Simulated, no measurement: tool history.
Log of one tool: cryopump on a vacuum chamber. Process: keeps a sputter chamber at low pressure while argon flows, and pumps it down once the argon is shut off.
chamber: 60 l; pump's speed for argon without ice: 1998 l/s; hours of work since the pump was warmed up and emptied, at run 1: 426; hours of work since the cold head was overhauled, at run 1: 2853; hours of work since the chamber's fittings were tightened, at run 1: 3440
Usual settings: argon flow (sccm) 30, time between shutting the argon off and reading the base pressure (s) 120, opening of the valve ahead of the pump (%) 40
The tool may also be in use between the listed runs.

run	hour	argon flow (sccm)	time between shutting the argon off and reading the base pressure (s)	opening of the valve ahead of the pump (%)	hours of work since the pump was warmed up and emptied	hours of work since the cold head was overhauled	hours of work since the chamber's fittings were tightened	pressure while argon flows (Pa)	pressure after the wait (uPa)
1	0.0	30	120	40	426	2853	3440	0.0683	1.47
2	55.7	20	120	40	470	2896	3483	0.0455	1.47
3	130.9	20	120	40	528	2954	3541	0.0454	1.49
4	191.6	30	120	21	575	3001	3588	0.1284	1.54
5	259.4	30	120	21	627	3054	3641	0.1277	1.59
6	299.6	15	120	21	659	3085	3672	0.0646	1.59
7	351.4	15	120	21	699	3125	3712	0.0633	1.65
8	397.9	30	120	37	735	3161	3748	0.0769	1.64
9	444.2	30	144	40	771	3197	3784	0.0716	1.57
10	512.4	30	120	40	824	3250	3837	0.0729	1.72
# hour 565.6: leaking fittings of the chamber tightened, without venting
11	582.7	30	120	40	877	3303	13	0.0727	0.63
12	623.6	30	120	40	908	3335	45	0.0730	0.66
13	666.3	27	120	40	942	3368	78	0.0670	0.68
14	737.3	27	120	40	997	3423	133	0.0673	0.64
15	800.2	27	120	40	1045	3472	182	0.0678	0.72
16	867.7	30	120	18	1098	3524	234	0.1550	0.75
17	929.5	30	120	18	1146	3572	282	0.1548	0.77
# hour 991.0: pump warmed up, emptied and cooled again
18	1027.5	29	120	18	28	3644	354	0.1377	0.67
19	1076.7	43	208	31	66	3682	392	0.1209	0.53
20	1122.4	30	198	43	102	3718	428	0.0615	0.53
21	1166.0	18	120	38	136	3751	462	0.0421	0.70
22	1253.3	18	120	38	203	3819	529	0.0419	0.73
23	1328.9	25	21	40	262	3878	588	0.0565	2.71
24	1373.6	41	21	40	297	3912	623	0.0913	2.69
25	1451.4	41	21	40	357	3973	683	0.0924	2.72

Forecast run 26:
26	1526.9	41	21	40	416	4031	742	?	?

pressure while argon flows (Pa): 0.0925
pressure after the wait (uPa): 2.70
Without the tool's hidden state the same run would have given pressure while argon flows (Pa) 0.0859, pressure after the wait (uPa) 2.48.
